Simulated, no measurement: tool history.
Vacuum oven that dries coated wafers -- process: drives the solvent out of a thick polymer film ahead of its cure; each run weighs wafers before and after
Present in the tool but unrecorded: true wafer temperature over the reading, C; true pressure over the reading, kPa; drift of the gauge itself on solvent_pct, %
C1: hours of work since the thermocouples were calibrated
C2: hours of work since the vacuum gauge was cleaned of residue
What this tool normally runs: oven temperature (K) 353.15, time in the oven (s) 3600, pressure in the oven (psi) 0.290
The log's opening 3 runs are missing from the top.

run 4 hour=55.2 | oven_temperature_(K)=353.15 time_in_the_oven_(s)=3600 pressure_in_the_oven_(psi)=0.244 | C1=722 C2=490 | solvent_left_in_the_film_(%)=2.96
run 5 hour=72.3 | oven_temperature_(K)=353.15 time_in_the_oven_(s)=3600 pressure_in_the_oven_(psi)=0.244 | C1=733 C2=501 | solvent_left_in_the_film_(%)=2.92
run 6 hour=90.8 | oven_temperature_(K)=353.15 time_in_the_oven_(s)=3600 pressure_in_the_oven_(psi)=0.290 | C1=745 C2=513 | solvent_left_in_the_film_(%)=3.35
run 7 hour=101.5 | oven_temperature_(K)=353.15 time_in_the_oven_(s)=3600 pressure_in_the_oven_(psi)=0.290 | C1=752 C2=520 | solvent_left_in_the_film_(%)=3.36
run 8 hour=114.0 | oven_temperature_(K)=353.15 time_in_the_oven_(s)=3600 pressure_in_the_oven_(psi)=0.290 | C1=760 C2=528 | solvent_left_in_the_film_(%)=3.39
run 9 hour=133.6 | oven_temperature_(K)=353.15 time_in_the_oven_(s)=3600 pressure_in_the_oven_(psi)=0.290 | C1=773 C2=541 | solvent_left_in_the_film_(%)=3.32
run 10 hour=152.7 | oven_temperature_(K)=353.15 time_in_the_oven_(s)=3600 pressure_in_the_oven_(psi)=0.290 | C1=785 C2=553 | solvent_left_in_the_film_(%)=3.27
run 11 hour=164.5 | oven_temperature_(K)=353.15 time_in_the_oven_(s)=4080 pressure_in_the_oven_(psi)=0.290 | C1=793 C2=561 | solvent_left_in_the_film_(%)=3.25
run 12 hour=175.8 | oven_temperature_(K)=353.15 time_in_the_oven_(s)=4080 pressure_in_the_oven_(psi)=0.290 | C1=800 C2=568 | solvent_left_in_the_film_(%)=3.20
run 13 hour=197.2 | oven_temperature_(K)=353.15 time_in_the_oven_(s)=4080 pressure_in_the_oven_(psi)=0.290 | C1=814 C2=582 | solvent_left_in_the_film_(%)=3.14
run 14 hour=209.1 | oven_temperature_(K)=353.15 time_in_the_oven_(s)=4080 pressure_in_the_oven_(psi)=0.290 | C1=822 C2=590 | solvent_left_in_the_film_(%)=3.16
run 15 hour=230.2 | oven_temperature_(K)=353.15 time_in_the_oven_(s)=4080 pressure_in_the_oven_(psi)=0.290 | C1=836 C2=604 | solvent_left_in_the_film_(%)=3.11
run 16 hour=242.9 | oven_temperature_(K)=353.15 time_in_the_oven_(s)=4080 pressure_in_the_oven_(psi)=0.793 | C1=844 C2=612 | solvent_left_in_the_film_(%)=7.30
run 17 hour=252.7 | oven_temperature_(K)=353.15 time_in_the_oven_(s)=4080 pressure_in_the_oven_(psi)=0.793 | C1=850 C2=618 | solvent_left_in_the_film_(%)=7.11
run 18 hour=274.7 | oven_temperature_(K)=353.15 time_in_the_oven_(s)=4080 pressure_in_the_oven_(psi)=0.793 | C1=865 C2=633 | solvent_left_in_the_film_(%)=7.26
run 19 hour=288.5 | oven_temperature_(K)=353.15 time_in_the_oven_(s)=4080 pressure_in_the_oven_(psi)=0.793 | C1=874 C2=642 | solvent_left_in_the_film_(%)=7.22
run 20 hour=301.8 | oven_temperature_(K)=353.15 time_in_the_oven_(s)=4080 pressure_in_the_oven_(psi)=0.793 | C1=882 C2=650 | solvent_left_in_the_film_(%)=7.19
run 21 hour=322.5 | oven_temperature_(K)=353.15 time_in_the_oven_(s)=3600 pressure_in_the_oven_(psi)=0.960 | C1=896 C2=664 | solvent_left_in_the_film_(%)=8.63
run 22 hour=331.8 | oven_temperature_(K)=367.15 time_in_the_oven_(s)=3600 pressure_in_the_oven_(psi)=0.290 | C1=902 C2=670 | solvent_left_in_the_film_(%)=1.65
run 23 hour=346.8 | oven_temperature_(K)=353.15 time_in_the_oven_(s)=3600 pressure_in_the_oven_(psi)=0.290 | C1=912 C2=679 | solvent_left_in_the_film_(%)=3.51
run 24 hour=363.6 | oven_temperature_(K)=353.15 time_in_the_oven_(s)=2820 pressure_in_the_oven_(psi)=0.290 | C1=922 C2=690 | solvent_left_in_the_film_(%)=4.08
run 25 hour=374.5 | oven_temperature_(K)=353.15 time_in_the_oven_(s)=2820 pressure_in_the_oven_(psi)=0.290 | C1=930 C2=698 | solvent_left_in_the_film_(%)=4.08
run 26 hour=389.2 | oven_temperature_(K)=353.15 time_in_the_oven_(s)=2820 pressure_in_the_oven_(psi)=0.290 | C1=939 C2=707 | solvent_left_in_the_film_(%)=4.02

Run 27 has not been measured yet. What should we expect?
run 27 hour=400.0 | oven_temperature_(K)=355.15 time_in_the_oven_(s)=2820 pressure_in_the_oven_(psi)=1.062 | C1=946 C2=714 | solvent_left_in_the_film_(%)=?

solvent left in the film (%): 8.87
On a tool with no hidden condition, and with the same random variation, this run would have come out at solvent left in the film (%) 7.76.
